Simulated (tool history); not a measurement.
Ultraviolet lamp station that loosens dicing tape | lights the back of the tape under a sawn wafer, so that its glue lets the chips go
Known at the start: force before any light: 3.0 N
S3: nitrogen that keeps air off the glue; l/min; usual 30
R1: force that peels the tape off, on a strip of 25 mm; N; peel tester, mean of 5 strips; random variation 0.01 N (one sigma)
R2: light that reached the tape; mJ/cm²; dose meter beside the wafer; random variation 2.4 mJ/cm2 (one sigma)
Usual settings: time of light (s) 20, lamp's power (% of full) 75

run 1 hour=0 | time_of_light_(s)=20 lamp's_power_(%_of_full)=75 S3=30 | R1=0.522 R2=254
run 2 hour=23.3 | time_of_light_(s)=20 lamp's_power_(%_of_full)=75 S3=30 | R1=0.524 R2=250
run 3 hour=51.9 | time_of_light_(s)=35 lamp's_power_(%_of_full)=75 S3=30 | R1=0.248 R2=437
run 4 hour=68 | time_of_light_(s)=35 lamp's_power_(%_of_full)=75 S3=30 | R1=0.245 R2=437
run 5 hour=97.9 | time_of_light_(s)=35 lamp's_power_(%_of_full)=75 S3=30 | R1=0.256 R2=429
run 6 hour=129.5 | time_of_light_(s)=35 lamp's_power_(%_of_full)=75 S3=30 | R1=0.252 R2=433
run 7 hour=163.1 | time_of_light_(s)=30 lamp's_power_(%_of_full)=95 S3=28 | R1=0.241 R2=468
run 8 hour=192.6 | time_of_light_(s)=29 lamp's_power_(%_of_full)=82 S3=29 | R1=0.298 R2=388
run 9 hour=215.5 | time_of_light_(s)=16 lamp's_power_(%_of_full)=83 S3=12 | R1=0.987 R2=216
run 10 hour=242.5 | time_of_light_(s)=16 lamp's_power_(%_of_full)=83 S3=12 | R1=1.011 R2=216
run 11 hour=270.7 | time_of_light_(s)=10 lamp's_power_(%_of_full)=76 S3=12 | R1=1.572 R2=121
run 12 hour=285.1 | time_of_light_(s)=28 lamp's_power_(%_of_full)=63 S3=31 | R1=0.432 R2=285

Forecast each of these 3 alternatives for the next run:
run A hour=301.4 | time_of_light_(s)=35 lamp's_power_(%_of_full)=74 S3=30 | R1=? R2=?
run B hour=301.4 | time_of_light_(s)=19 lamp's_power_(%_of_full)=81 S3=26 | R1=? R2=?
run C hour=301.4 | time_of_light_(s)=23 lamp's_power_(%_of_full)=93 S3=59 | R1=? R2=?

run=A R1=0.274 R2=422
run=B R1=0.563 R2=251
run=C R1=0.257 R2=345
Without the tool's hidden state the same runs would have given:
run=A R1=0.236 R2=494
run=B R1=0.451 R2=294
run=C R1=0.223 R2=404
